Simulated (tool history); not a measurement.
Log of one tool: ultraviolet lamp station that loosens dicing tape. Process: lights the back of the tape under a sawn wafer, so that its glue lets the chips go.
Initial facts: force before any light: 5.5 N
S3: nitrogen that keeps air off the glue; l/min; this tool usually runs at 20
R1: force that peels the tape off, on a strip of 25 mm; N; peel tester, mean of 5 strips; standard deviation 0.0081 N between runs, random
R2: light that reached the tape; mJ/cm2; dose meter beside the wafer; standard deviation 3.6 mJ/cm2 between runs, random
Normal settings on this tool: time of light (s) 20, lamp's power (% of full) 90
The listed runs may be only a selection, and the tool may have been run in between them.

run 1 day=0 | time_of_light_(s)=20 lamp's_power_(%_of_full)=90 S3=20 | R1=0.643 R2=440
run 2 day=1.571 | time_of_light_(s)=20 lamp's_power_(%_of_full)=90 S3=20 | R1=0.675 R2=442
run 3 day=2.754 | time_of_light_(s)=20 lamp's_power_(%_of_full)=90 S3=20 | R1=0.691 R2=425
run 4 day=3.738 | time_of_light_(s)=20 lamp's_power_(%_of_full)=90 S3=11 | R1=0.983 R2=419
run 5 day=4.804 | time_of_light_(s)=20 lamp's_power_(%_of_full)=90 S3=11 | R1=1.01 R2=417
run 6 day=5.738 | time_of_light_(s)=20 lamp's_power_(%_of_full)=90 S3=11 | R1=1.074 R2=417
run 7 day=6.462 | time_of_light_(s)=20 lamp's_power_(%_of_full)=90 S3=11 | R1=1.021 R2=409
run 8 day=7.933 | time_of_light_(s)=20 lamp's_power_(%_of_full)=90 S3=11 | R1=1.103 R2=397
run 9 day=8.95 | time_of_light_(s)=20 lamp's_power_(%_of_full)=90 S3=20 | R1=0.77 R2=396
run 10 day=9.733 | time_of_light_(s)=20 lamp's_power_(%_of_full)=90 S3=20 | R1=0.79 R2=396
run 11 day=11.004 | time_of_light_(s)=20 lamp's_power_(%_of_full)=90 S3=20 | R1=0.779 R2=386
run 12 day=12.162 | time_of_light_(s)=20 lamp's_power_(%_of_full)=90 S3=20 | R1=0.83 R2=375
run 13 day=13.112 | time_of_light_(s)=20 lamp's_power_(%_of_full)=90 S3=20 | R1=0.836 R2=378
run 14 day=14.692 | time_of_light_(s)=20 lamp's_power_(%_of_full)=90 S3=20 | R1=0.87 R2=363
run 15 day=16.221 | time_of_light_(s)=20 lamp's_power_(%_of_full)=90 S3=20 | R1=0.9 R2=365
run 16 day=17.192 | time_of_light_(s)=20 lamp's_power_(%_of_full)=90 S3=20 | R1=0.909 R2=363
run 17 day=18.771 | time_of_light_(s)=20 lamp's_power_(%_of_full)=90 S3=20 | R1=0.962 R2=351
run 18 day=20.2 | time_of_light_(s)=20 lamp's_power_(%_of_full)=90 S3=20 | R1=1.009 R2=348
run 19 day=21.654 | time_of_light_(s)=20 lamp's_power_(%_of_full)=90 S3=27 | R1=0.841 R2=340
-- day=21.762 window cleaned of glue's vapour
run 20 day=22.808 | time_of_light_(s)=26 lamp's_power_(%_of_full)=90 S3=20 | R1=0.668 R2=424
run 21 day=23.983 | time_of_light_(s)=32 lamp's_power_(%_of_full)=90 S3=20 | R1=0.476 R2=509
run 22 day=24.754 | time_of_light_(s)=32 lamp's_power_(%_of_full)=90 S3=20 | R1=0.48 R2=500
-- day=25.662 lamp changed
run 23 day=26.129 | time_of_light_(s)=19 lamp's_power_(%_of_full)=96 S3=20 | R1=0.503 R2=485
run 24 day=27.242 | time_of_light_(s)=10 lamp's_power_(%_of_full)=90 S3=36 | R1=1.339 R2=238
-- day=27.742 window cleaned of glue's vapour, once more
run 25 day=27.954 | time_of_light_(s)=23 lamp's_power_(%_of_full)=82 S3=20 | R1=0.311 R2=596
run 26 day=29.062 | time_of_light_(s)=32 lamp's_power_(%_of_full)=74 S3=7 | R1=0.481 R2=746
run 27 day=30.646 | time_of_light_(s)=20 lamp's_power_(%_of_full)=94 S3=32 | R1=0.224 R2=578
run 28 day=31.404 | time_of_light_(s)=11 lamp's_power_(%_of_full)=94 S3=9 | R1=1.726 R2=318
run 29 day=32.771 | time_of_light_(s)=11 lamp's_power_(%_of_full)=94 S3=9 | R1=1.696 R2=314
run 30 day=34.054 | time_of_light_(s)=11 lamp's_power_(%_of_full)=94 S3=9 | R1=1.693 R2=307
run 31 day=35.588 | time_of_light_(s)=18 lamp's_power_(%_of_full)=89 S3=20 | R1=0.537 R2=477
run 32 day=36.908 | time_of_light_(s)=18 lamp's_power_(%_of_full)=88 S3=20 | R1=0.549 R2=457
run 33 day=38.462 | time_of_light_(s)=38 lamp's_power_(%_of_full)=78 S3=15 | R1=0.153 R2=856
run 34 day=39.771 | time_of_light_(s)=13 lamp's_power_(%_of_full)=79 S3=28 | R1=1.1 R2=295
run 35 day=40.5 | time_of_light_(s)=24 lamp's_power_(%_of_full)=77 S3=22 | R1=0.387 R2=523
run 36 day=41.171 | time_of_light_(s)=24 lamp's_power_(%_of_full)=77 S3=22 | R1=0.401 R2=522
run 37 day=42.4 | time_of_light_(s)=12 lamp's_power_(%_of_full)=71 S3=24 | R1=1.573 R2=235

Run 38 comes next. What will it give?
run 38 day=43.858 | time_of_light_(s)=12 lamp's_power_(%_of_full)=71 S3=24 | R1=? R2=?

Logged for run 38: R1 1.587 N, R2 229 mJ/cm2.
Minus the tool's unlogged condition, the same run would have read R1 1.249 N, R2 274 mJ/cm2.
